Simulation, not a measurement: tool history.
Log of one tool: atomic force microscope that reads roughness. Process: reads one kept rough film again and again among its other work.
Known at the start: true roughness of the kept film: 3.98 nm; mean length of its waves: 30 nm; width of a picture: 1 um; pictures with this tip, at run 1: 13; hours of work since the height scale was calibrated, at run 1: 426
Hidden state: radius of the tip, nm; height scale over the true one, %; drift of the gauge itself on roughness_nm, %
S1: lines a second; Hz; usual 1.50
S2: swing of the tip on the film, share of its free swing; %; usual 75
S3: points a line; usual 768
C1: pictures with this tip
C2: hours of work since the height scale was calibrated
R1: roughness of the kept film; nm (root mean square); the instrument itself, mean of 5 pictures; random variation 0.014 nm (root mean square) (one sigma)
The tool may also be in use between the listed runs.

run     day    S1  S2   S3   C1   C2     R1
  1   0.000  1.50  75  768   13  426  3.412
  2   0.846  1.50  75  927   51  438  3.384
  3   1.633  1.50  75  768   87  450  3.293
  4   2.225  1.50  75  768  113  458  3.310
  5   3.058  1.50  75  768  151  470  3.213
  6   3.979  1.50  71  768  192  484  3.198
  7   4.708  1.50  75  589  225  495  3.130
  8   5.142  1.50  75  768  245  501  3.123
  9   5.612  1.50  84  768  266  508  3.016
 10   6.079  1.50  75  906  287  514  3.058
 11   6.858  1.50  75  906  322  526  3.044
      7.167  -- new tip fitted
 12   7.546  1.50  75  906   17  536  3.426
 13   8.171  1.50  59  906   46  545  3.491
 14   9.012  1.50  75  768   83  557  3.322
 15   9.633  1.50  75  768  111  566  3.286
 16  10.067  1.50  75  768  131  572  3.255
     10.167  -- height scale calibrated on a step standard
 17  10.721  0.92  75  768  158    8  3.280
 18  11.192  0.92  75  768  180   15  3.289
 19  11.996  0.92  75  768  216   27  3.203
 20  12.808  0.92  75  768  253   39  3.154
 21  13.667  3.54  85  368  291   51  2.636
 22  14.279  3.43  79  469  319   60  2.749
     14.625  -- new tip fitted
     14.850  -- height scale calibrated on a step standard, once more
 23  14.850  1.50  62  951    8    0  3.535
 24  15.517  1.50  62  951   38   10  3.483
 25  16.154  1.50  62  951   67   19  3.442
 26  16.712  2.02  76  268   92   27  3.204
 27  17.279  2.02  76  268  117   35  3.173
 28  18.167  2.02  76  268  157   48  3.126
 29  18.800  2.02  76  268  186   58  3.073
 30  19.317  2.02  76  268  209   65  3.056
 31  20.167  2.02  76  268  248   77  3.008

How the hidden state differs across the entries between the runs, from the last listed run before each to the first after it:
Between runs 11 and 12: new tip fitted (day 7.167)
  radius of the tip, nm: 13.6 -> 5.6; height scale over the true one, %: -0.53 -> -0.54
  measured less the result without the state, R1: -0.441 -> -0.052 nm (root mean square)
Between runs 16 and 17: height scale calibrated on a step standard (day 10.167)
  radius of the tip, nm: 8.7 -> 9.4; height scale over the true one, %: -0.57 -> -0.75
  measured less the result without the state, R1: -0.216 -> -0.261 nm (root mean square)
Between runs 22 and 23: new tip fitted (day 14.625); height scale calibrated on a step standard, once more (day 14.850)
  radius of the tip, nm: 13.8 -> 5.6; height scale over the true one, %: -0.8 -> 0.04
  measured less the result without the state, R1: -0.414 -> -0.031 nm (root mean square)
